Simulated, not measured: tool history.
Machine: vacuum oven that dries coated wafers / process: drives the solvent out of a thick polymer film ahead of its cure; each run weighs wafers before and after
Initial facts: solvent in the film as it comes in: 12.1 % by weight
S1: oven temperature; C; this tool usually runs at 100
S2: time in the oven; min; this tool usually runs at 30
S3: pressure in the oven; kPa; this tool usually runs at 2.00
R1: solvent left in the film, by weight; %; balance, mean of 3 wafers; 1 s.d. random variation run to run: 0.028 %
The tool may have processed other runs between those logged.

run,hour,S1,S2,S3,R1
1,0.0,100,30,2.00,1.65
2,35.9,100,30,2.00,1.65
3,73.5,100,30,2.00,1.77
4,127.3,100,30,2.00,1.69
5,179.4,100,30,2.00,1.73
6,215.9,100,30,2.00,1.72
7,265.2,100,30,2.00,1.72
8,301.5,100,30,2.00,1.73
9,344.1,100,30,2.00,1.74
10,389.9,100,30,2.00,1.72
11,438.4,100,30,2.00,1.78
12,466.2,100,30,1.57,1.55
13,499.7,100,30,1.57,1.57
14,536.3,100,30,2.00,1.81
15,581.7,100,30,2.00,1.81
# hour 588.1: oven's thermocouples calibrated
16,614.8,100,30,2.00,1.85
17,655.1,100,30,2.00,1.83
18,678.3,100,30,2.00,1.89
19,730.2,100,30,2.00,1.80
# hour 759.9: oven's thermocouples calibrated, once more
20,759.9,100,31,2.00,1.81
21,792.6,100,30,3.29,2.51
22,825.2,100,30,3.29,2.53
23,854.6,100,30,3.29,2.54
24,894.6,100,30,3.29,2.52
25,922.6,93,15,5.13,6.44
# hour 936.8: vacuum gauge cleaned of residue and calibrated
26,948.1,93,15,5.30,6.34
27,1002.6,93,43,5.30,4.28
28,1032.8,100,41,2.00,1.31
29,1072.2,97,19,1.57,2.83
30,1124.0,103,29,1.57,1.15
31,1163.0,103,29,1.57,1.13
32,1210.2,99,17,2.69,3.42
33,1240.9,99,50,2.16,1.42
34,1292.5,100,39,7.14,4.41
35,1346.4,105,30,4.20,2.27
36,1395.7,105,30,2.00,1.27
37,1423.7,100,15,2.85,3.73
38,1454.7,100,15,2.85,3.70
39,1507.7,100,19,5.06,4.29
40,1550.3,103,30,2.00,1.42
41,1603.5,103,30,2.00,1.49
42,1644.0,94,43,2.00,2.02
43,1670.2,94,37,2.00,2.27
44,1724.3,108,30,2.00,1.05
45,1760.8,100,30,1.76,1.62
46,1803.0,100,30,1.76,1.67

5 ways to go on from here, each from the tool as it stands after run 46. What would each give?
A,1829.6,100,30,2.63,?
B,1829.6,93,23,2.84,?
C,1829.6,87,20,2.00,?
D,1829.6,91,29,4.78,?
E,1829.6,100,19,2.00,?

run,R1
A,2.16
B,4.07
C,5.29
D,5.26
E,2.74
Without the tool's hidden state the same runs would have given:
run,R1
A,1.86
B,3.58
C,4.78
D,4.71
E,2.34
